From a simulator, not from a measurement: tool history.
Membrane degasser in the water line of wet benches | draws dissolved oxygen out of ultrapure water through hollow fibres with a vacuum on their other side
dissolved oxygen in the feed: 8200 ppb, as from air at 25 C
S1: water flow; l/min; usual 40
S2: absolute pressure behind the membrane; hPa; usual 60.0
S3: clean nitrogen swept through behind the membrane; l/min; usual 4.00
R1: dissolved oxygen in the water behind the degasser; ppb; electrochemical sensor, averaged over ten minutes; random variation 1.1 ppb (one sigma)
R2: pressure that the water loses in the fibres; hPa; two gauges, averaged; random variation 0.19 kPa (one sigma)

Run 1, hour 0.0: usual settings. Result: R1 105.0 ppb, R2 378.8 hPa.
Run 2, hour 154.9: usual settings but S2 82.2 hPa. Result: R1 154.9 ppb, R2 376.8 hPa.
Run 3, hour 295.4: usual settings but S2 82.2 hPa. Result: R1 155.5 ppb, R2 375.8 hPa.
Run 4, hour 431.7: usual settings but S2 82.2 hPa. Result: R1 157.4 ppb, R2 379.3 hPa.
Run 5, hour 587.0: usual settings but S2 82.2 hPa. Result: R1 156.1 ppb, R2 374.9 hPa.
Run 6, hour 717.9: usual settings but S1 60 l/min. Result: R1 285.2 ppb, R2 566.4 hPa.
Run 7, hour 880.9: usual settings but S1 60 l/min. Result: R1 284.8 ppb, R2 560.5 hPa.
Run 8, hour 1033.9: usual settings. Result: R1 105.5 ppb, R2 377.8 hPa.
At hour 1056.4: seals of the vacuum lines changed.
Run 9, hour 1121.0: usual settings but S3 3.37 l/min. Result: R1 118.7 ppb, R2 375.3 hPa.
Run 10, hour 1216.7: usual settings but S3 3.37 l/min. Result: R1 117.3 ppb, R2 377.9 hPa.
Run 11, hour 1328.8: usual settings but S3 10.91 l/min. Result: R1 65.6 ppb, R2 371.9 hPa.
Run 12, hour 1521.8: usual settings but S3 10.91 l/min. Result: R1 65.5 ppb, R2 374.0 hPa.
Run 13, hour 1660.2: usual settings but S3 10.91 l/min. Result: R1 65.2 ppb, R2 373.6 hPa.
Run 14, hour 1854.2: usual settings. Result: R1 105.9 ppb, R2 376.6 hPa.
Run 15, hour 1937.9: usual settings. Result: R1 108.8 ppb, R2 374.4 hPa.
Run 16, hour 2088.5: usual settings. Result: R1 107.1 ppb, R2 374.8 hPa.
Run 17, hour 2237.3: usual settings but S1 38 l/min, S3 2.18 l/min. Result: R1 141.5 ppb, R2 356.5 hPa.
Run 18, hour 2407.7: usual settings but S1 38 l/min, S3 3.90 l/min. Result: R1 96.0 ppb, R2 355.3 hPa.
Run 19, hour 2506.1: usual settings but S1 38 l/min, S3 3.90 l/min. Result: R1 95.7 ppb, R2 353.6 hPa.
Run 20, hour 2651.9: usual settings but S1 38 l/min, S3 3.90 l/min. Result: R1 95.5 ppb, R2 355.0 hPa.
Run 21, hour 2804.1: usual settings but S1 26 l/min, S3 10.02 l/min. Result: R1 21.7 ppb, R2 245.5 hPa.

The next listed run, before its measurement:
Run 22, hour 2917.1: usual settings but S1 38 l/min, S3 3.10 l/min. Result: R1 ?, R2 ?.

R1: 111.6 ppb
R2: 352.7 hPa
Without the tool's hidden state the same run would have given R1 111.5 ppb, R2 359.1 hPa.
